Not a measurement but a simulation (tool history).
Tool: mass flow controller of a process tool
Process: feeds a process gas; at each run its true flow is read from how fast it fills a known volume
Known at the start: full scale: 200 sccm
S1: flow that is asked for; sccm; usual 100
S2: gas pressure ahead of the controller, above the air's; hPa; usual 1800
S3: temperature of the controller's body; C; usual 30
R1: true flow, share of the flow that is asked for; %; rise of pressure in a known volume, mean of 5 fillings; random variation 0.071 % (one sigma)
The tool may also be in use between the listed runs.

run    hour   S1    S2  S3      R1
  1     0.0  100  1800  30  100.30
  2   418.3  100  1870  30  100.31
  3   934.4  100  1870  30  100.04
  4  1178.7  100  1570  30  100.31
  5  1498.3  100  1800  32  100.31
  6  2068.3  100  1800  32  100.23
  7  2524.9  100  1800  34  100.50
  8  3050.9   98  1620  40  101.09
  9  3489.2   52  2200  27   99.35

Forecast run 10:
 10  4063.7  76  2200  27   ?

{"run 10": {"R1": 99.17}}
Without the tool's hidden state the same run would have given R1 99.30 %.
